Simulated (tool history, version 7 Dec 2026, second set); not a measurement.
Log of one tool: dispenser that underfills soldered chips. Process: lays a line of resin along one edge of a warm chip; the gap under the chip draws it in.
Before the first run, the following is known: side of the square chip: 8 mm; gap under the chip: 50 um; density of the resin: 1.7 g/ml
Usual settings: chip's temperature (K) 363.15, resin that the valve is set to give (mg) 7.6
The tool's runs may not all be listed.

| run | hour | chip's temperature (K) | resin that the valve is set to give (mg) | time until the resin shows at the far edge (s) | resin that the valve gave (mg) |
|---|---|---|---|---|---|
| 1 | 0 | 363.15 | 7.6 | 112.1 | 7.55 |
| 2 | 7.1 | 363.15 | 7.6 | 170.3 | 7.49 |
|  | 12.2 | new syringe of resin |
| 3 | 13.9 | 363.15 | 9.09 | 87 | 8.97 |
| 4 | 18.9 | 363.15 | 9.09 | 119.8 | 8.94 |
| 5 | 27.7 | 356.15 | 7.6 | 244.1 | 7.44 |
|  | 29.5 | new syringe of resin |
| 6 | 32.2 | 357.15 | 7.6 | 115.1 | 7.42 |
| 7 | 41.1 | 357.15 | 7.6 | 190.5 | 7.4 |
|  | 47.3 | new syringe of resin |
| 8 | 48.5 | 357.15 | 7.6 | 109.3 | 7.37 |
| 9 | 56.7 | 359.15 | 7.6 | 163.5 | 7.36 |
|  | 64.5 | new syringe of resin |
| 10 | 66.2 | 359.15 | 7.6 | 104.4 | 7.33 |
| 11 | 70.3 | 358.15 | 7.6 | 135.9 | 7.31 |
| 12 | 78.5 | 375.15 | 9.31 | 133.9 | 8.93 |
|  | 82 | new syringe of resin |
|  | 85.3 | dispensing valve cleaned and set on the balance |
| 13 | 87.6 | 375.15 | 9.65 | 75.6 | 9.61 |
| 14 | 96 | 352.15 | 9.22 | 232.3 | 9.14 |
|  | 100.6 | new syringe of resin |
| 15 | 105.9 | 364.15 | 7.6 | 109.2 | 7.51 |
| 16 | 114.1 | 364.15 | 7.6 | 173.2 | 7.48 |
|  | 118.3 | new syringe of resin |
| 17 | 123 | 366.15 | 7.6 | 104.5 | 7.44 |
| 18 | 132.8 | 349.15 | 8.01 | 291.5 | 7.78 |
|  | 135.6 | new syringe of resin |
| 19 | 139.9 | 360.15 | 7.49 | 119.2 | 7.28 |
| 20 | 146.2 | 375.15 | 7.69 | 113 | 7.45 |
| 21 | 151.8 | 369.15 | 8.66 | 181.6 | 8.38 |

What if the next run were any one of these 5? Each begins from the tool's condition after run 21:
|  | 152.9 | new syringe of resin |
| A | 159.7 | 358.15 | 7.6 | ? | ? |
|  | 152.9 | new syringe of resin |
| B | 159.7 | 369.15 | 6.5 | ? | ? |
|  | 152.9 | new syringe of resin |
| C | 159.7 | 352.15 | 7.05 | ? | ? |
|  | 152.9 | new syringe of resin |
| D | 159.7 | 377.15 | 8.67 | ? | ? |
|  | 152.9 | new syringe of resin |
| E | 159.7 | 362.15 | 7.6 | ? | ? |

| run | time until the resin shows at the far edge (s) | resin that the valve gave (mg) |
|---|---|---|
| A | 141.7 | 7.37 |
| B | 112.1 | 6.28 |
| C | 175.2 | 6.79 |
| D | 83 | 8.4 |
| E | 127.1 | 7.32 |
With no hidden state in the tool, these same runs would have given:
| run | time until the resin shows at the far edge (s) | resin that the valve gave (mg) |
|---|---|---|
| A | 93.4 | 7.64 |
| B | 73.5 | 6.51 |
| C | 115.1 | 7.03 |
| D | 55 | 8.7 |
| E | 84 | 7.59 |

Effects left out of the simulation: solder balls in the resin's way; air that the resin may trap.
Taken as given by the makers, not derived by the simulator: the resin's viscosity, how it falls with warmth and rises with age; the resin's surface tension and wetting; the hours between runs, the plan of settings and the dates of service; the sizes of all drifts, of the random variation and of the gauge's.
